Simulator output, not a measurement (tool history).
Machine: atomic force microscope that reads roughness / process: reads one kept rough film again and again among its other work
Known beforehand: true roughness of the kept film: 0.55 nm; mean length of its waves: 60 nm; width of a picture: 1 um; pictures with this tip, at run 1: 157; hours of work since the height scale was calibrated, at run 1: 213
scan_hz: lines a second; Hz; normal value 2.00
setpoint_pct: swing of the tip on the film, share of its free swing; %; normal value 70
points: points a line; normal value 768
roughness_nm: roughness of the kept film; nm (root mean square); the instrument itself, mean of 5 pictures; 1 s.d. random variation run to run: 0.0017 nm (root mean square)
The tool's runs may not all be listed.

run	hour	scan_hz	setpoint_pct	points	pictures with this tip	hours of work since the height scale was calibrated	roughness_nm
1	0.0	2.00	70	768	157	213	0.518
2	6.7	2.00	70	768	163	216	0.519
3	15.4	2.00	70	768	171	220	0.521
4	21.2	2.00	65	768	176	222	0.526
5	29.1	2.00	65	768	183	226	0.526
6	42.7	2.00	65	768	195	232	0.525
7	51.8	2.00	65	768	204	236	0.523
8	59.3	2.00	65	424	210	239	0.519
9	67.1	2.00	75	768	217	243	0.513
10	73.6	2.00	70	768	223	246	0.519
11	83.3	2.00	62	768	232	250	0.527
12	93.7	2.00	62	768	241	255	0.524
# hour 95.7: height scale calibrated on a step standard
# hour 102.1: new tip fitted
13	106.6	2.00	62	768	4	5	0.529
14	113.8	2.00	70	768	10	8	0.521
15	127.3	2.00	70	768	22	14	0.520
16	133.1	2.00	70	768	28	17	0.516
# hour 144.0: height scale calibrated on a step standard, once more
17	144.5	2.00	70	768	37	0	0.525
18	150.4	2.00	84	768	42	3	0.502
19	158.1	2.00	63	768	49	6	0.529
20	171.8	2.00	63	768	62	13	0.529
21	178.8	0.62	75	632	68	16	0.536
22	185.0	0.74	75	680	74	19	0.533
23	195.4	1.68	57	749	83	23	0.532
24	208.1	1.48	89	749	95	29	0.503
25	219.3	1.42	67	301	105	34	0.529
26	225.7	2.00	65	768	110	37	0.530
27	232.7	1.85	85	768	117	40	0.501
28	241.6	3.38	85	828	125	44	0.470
29	253.5	3.38	85	828	136	49	0.472
30	263.5	2.80	70	768	145	54	0.514
31	274.8	0.58	80	816	155	59	0.532
32	281.3	0.58	80	816	161	62	0.532
33	288.0	1.91	78	814	167	65	0.510
34	299.5	1.91	78	814	177	70	0.512
35	312.7	3.16	61	940	189	76	0.524
36	325.6	0.95	66	913	201	82	0.531
37	333.8	0.82	66	493	208	86	0.532
38	346.9	1.55	70	802	220	92	0.524
39	354.0	2.00	70	687	226	95	0.520

For each entry between runs, how does the tool's hidden state at the last listed run before it compare with that at the first listed run after it?
Logged between run 12 and run 13: height scale calibrated on a step standard (hour 95.7); new tip fitted (hour 102.1)
  radius of the tip, nm: 21.4 -> 10.5; height scale over the true one, %: -0.43 -> -0.56
  measured value less the no-hidden-state value, roughness_nm: -0.006 -> -0.003 nm (root mean square)
Logged between run 16 and run 17: height scale calibrated on a step standard, once more (hour 144.0)
  radius of the tip, nm: 11.5 -> 11.8; height scale over the true one, %: -0.58 -> -0.07
  measured value less the no-hidden-state value, roughness_nm: -0.004 -> -0.001 nm (root mean square)
